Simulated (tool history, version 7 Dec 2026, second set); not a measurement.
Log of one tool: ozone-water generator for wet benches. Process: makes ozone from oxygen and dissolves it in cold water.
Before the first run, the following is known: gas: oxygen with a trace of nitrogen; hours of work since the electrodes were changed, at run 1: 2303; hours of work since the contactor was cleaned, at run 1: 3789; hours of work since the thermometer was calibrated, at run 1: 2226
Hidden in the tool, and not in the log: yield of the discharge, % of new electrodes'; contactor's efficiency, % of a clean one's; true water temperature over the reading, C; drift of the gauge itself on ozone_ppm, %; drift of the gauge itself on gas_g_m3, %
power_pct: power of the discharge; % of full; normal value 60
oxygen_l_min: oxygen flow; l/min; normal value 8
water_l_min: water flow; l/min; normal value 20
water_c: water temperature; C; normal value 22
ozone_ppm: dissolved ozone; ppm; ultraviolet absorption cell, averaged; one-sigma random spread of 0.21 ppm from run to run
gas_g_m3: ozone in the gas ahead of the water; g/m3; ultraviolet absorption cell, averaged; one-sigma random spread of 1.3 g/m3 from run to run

run    hour  power_pct  oxygen_l_min  water_l_min  water_c  hours of work since the electrodes were changed  hours of work since the contactor was cleaned  hours of work since the thermometer was calibrated  ozone_ppm  gas_g_m3
  1       0         60             8           20       22                                             2303                                           3789                                                2226       29.2     241.6
  2    40.8         60             8           20       22                                             2342                                           3828                                                2265       28.9     241.3
  3    85.9         60             8           20       22                                             2385                                           3871                                                2308         29     241.4
  4   135.9         40             8           20       22                                             2433                                           3919                                                2356       22.6     187.1
  5   190.2         40             8           20       22                                             2485                                           3970                                                2407       22.5       189
  6     242         40             8           20       22                                             2534                                           4020                                                2457       22.5     186.8
  7     308         40             8           20       22                                             2597                                           4083                                                2520       22.5     188.2
  8   340.5         43             8           20       22                                             2628                                           4114                                                2551       23.5     199.1
  9     409         43             8           20       22                                             2694                                           4179                                                2616       23.5     196.2
 10   455.7         43             8           20       22                                             2738                                           4224                                                2661       23.4     196.4
 11   511.6         77             8           20       22                                             2792                                           4277                                                2714       33.2     275.7
 12   543.6         77             8           24       22                                             2822                                           4308                                                2745       28.8     282.8
 13   610.1         61         10.09           31       25                                             2886                                           4371                                                2808       18.3     214.4
 14   669.4         43          7.73           13       20                                             2942                                           4428                                                2865       33.4     199.9
      677.5  -- contactor cleaned
 15   708.8         43          6.13           13       22                                             2976                                             30                                                2899         33     227.4
 16   756.6         82          6.13           20       18                                             3022                                             76                                                2945       37.1     336.9
 17   829.1         82           7.1           20       30                                             3091                                            145                                                3014       29.4     309.4
      845.5  -- contactor cleaned, once more
 18   903.4         82           7.1           20       30                                             3158                                             55                                                3081       31.1     310.5
 19   968.3         55          4.13           20       27                                             3220                                            117                                                3143       27.4     326.3
 20  1021.3         71           8.9           32       23                                             3271                                            168                                                3194       21.1     249.4
 21  1058.4         88          5.52           20       22                                             3306                                            203                                                3229       38.4     370.3

Predict each of these 3 candidate next runs independently; none follows another, all start after run 21:
  A  1125.1         73             8           20       17                                             3370                                            267                                                3293          ?         ?
  B  1125.1         88         13.58           21       15                                             3370                                            267                                                3293          ?         ?
  C  1125.1         40          5.52           20       23                                             3370                                            267                                                3293          ?         ?

run  ozone_ppm  gas_g_m3
  A       36.1     269.4
  B       37.6     221.5
  C       23.9     227.6
Without the tool's hidden state the same runs would have given:
run  ozone_ppm  gas_g_m3
  A         38     281.8
  B       39.7     232.9
  C       24.7     234.3
